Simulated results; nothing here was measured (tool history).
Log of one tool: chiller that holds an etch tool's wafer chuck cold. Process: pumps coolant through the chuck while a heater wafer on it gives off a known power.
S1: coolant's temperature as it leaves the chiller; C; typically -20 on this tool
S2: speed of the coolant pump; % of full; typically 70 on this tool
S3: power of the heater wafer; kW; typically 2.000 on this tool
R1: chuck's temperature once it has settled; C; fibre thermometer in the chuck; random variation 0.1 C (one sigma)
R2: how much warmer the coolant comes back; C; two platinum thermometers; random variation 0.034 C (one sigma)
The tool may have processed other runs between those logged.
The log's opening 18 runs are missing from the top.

run,hour,S1,S2,S3,R1,R2
19,914.7,-20,64,2.324,-0.1,6.65
20,944.5,-28,74,1.994,-12.8,4.90
21,1014.7,-28,74,1.994,-12.7,4.93
22,1072.0,-28,97,1.880,-16.3,3.47
23,1140.2,-17,64,1.880,-0.6,5.34
24,1181.4,-17,89,2.381,-1.1,4.89
25,1216.7,-27,70,2.000,-11.0,5.26
26,1267.5,-11,70,1.884,4.0,4.96
27,1309.4,-19,88,1.934,-6.0,3.99
28,1381.7,-12,68,2.000,4.3,5.39

Run 29 is up next; what results do you expect?
29,1444.8,-12,68,2.000,?,?

Logged for run 29: R1 4.6 C, R2 5.42 C.
If the tool had no hidden condition, the same run with the same run-to-run variation would have returned R1 2.0 C, R2 5.24 C.
